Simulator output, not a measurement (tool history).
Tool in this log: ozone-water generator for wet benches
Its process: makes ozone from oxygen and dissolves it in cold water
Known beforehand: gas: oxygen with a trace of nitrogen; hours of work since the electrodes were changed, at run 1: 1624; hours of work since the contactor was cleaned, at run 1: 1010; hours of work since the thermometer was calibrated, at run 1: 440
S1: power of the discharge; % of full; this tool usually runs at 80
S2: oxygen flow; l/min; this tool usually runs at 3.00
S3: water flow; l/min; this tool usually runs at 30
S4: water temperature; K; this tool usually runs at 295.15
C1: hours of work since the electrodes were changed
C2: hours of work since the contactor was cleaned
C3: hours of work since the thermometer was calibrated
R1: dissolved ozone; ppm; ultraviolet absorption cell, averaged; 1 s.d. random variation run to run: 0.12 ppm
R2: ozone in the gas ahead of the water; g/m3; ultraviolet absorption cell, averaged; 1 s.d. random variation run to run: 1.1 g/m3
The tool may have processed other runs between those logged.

run    hour  S1    S2  S3      S4    C1    C2    C3    R1     R2
  1     0.0  80  3.00  30  295.15  1624  1010   440  10.2  199.8
  2    84.6  80  3.00  30  295.15  1676  1062   492  10.5  201.3
  3   138.7  80  3.00  30  295.15  1709  1095   525  10.4  200.4
  4   235.9  80  3.00  30  295.15  1769  1154   584  10.5  201.5
  5   295.8  80  3.00  30  295.15  1806  1191   621  10.4  197.8
  6   350.5  80  1.95  30  295.15  1840  1225   655  10.0  272.1
  7   462.0  89  1.95  30  295.15  1908  1293   723  10.9  293.1
  8   513.4  89  1.95  30  289.15  1939  1325   755  11.1  292.2
  9   578.2  89  1.95  30  289.15  1979  1364   794  11.4  291.0
 10   626.3  89  1.95  30  289.15  2009  1394   824  11.3  292.3
 11   712.2  81  3.00  30  295.15  2061  1447   877  10.5  199.9
 12   806.4  81  3.00  30  295.15  2119  1505   934  10.4  202.4
 13   867.0  80  3.00  30  289.15  2156  1542   972  10.9  200.5
 14   924.3  80  3.00  30  295.15  2192  1577  1007  10.3  203.2
 15  1009.9  80  3.00  30  295.15  2244  1629  1059  10.3  200.4
 16  1112.1  80  3.00  30  295.15  2307  1692  1122  10.3  201.0
 17  1181.3  80  3.00  30  295.15  2349  1735  1165  10.4  202.3
 18  1273.1  80  3.00  22  292.15  2406  1791  1221  14.3  200.1
 19  1376.3  75  3.00  42  291.15  2469  1854  1284   7.2  192.5
 20  1424.0  67  3.00  30  291.15  2498  1884  1314   9.5  176.8

Run 21 is up next; what results do you expect?
 21  1520.9  80  3.00  30  289.15  2558  1943  1373   ?   ?

{"run 21": {"R1": 11.1, "R2": 201.0}}
If the tool had no hidden condition, the same run with the same run-to-run variation would have returned R1 11.1 ppm, R2 201.2 g/m3.

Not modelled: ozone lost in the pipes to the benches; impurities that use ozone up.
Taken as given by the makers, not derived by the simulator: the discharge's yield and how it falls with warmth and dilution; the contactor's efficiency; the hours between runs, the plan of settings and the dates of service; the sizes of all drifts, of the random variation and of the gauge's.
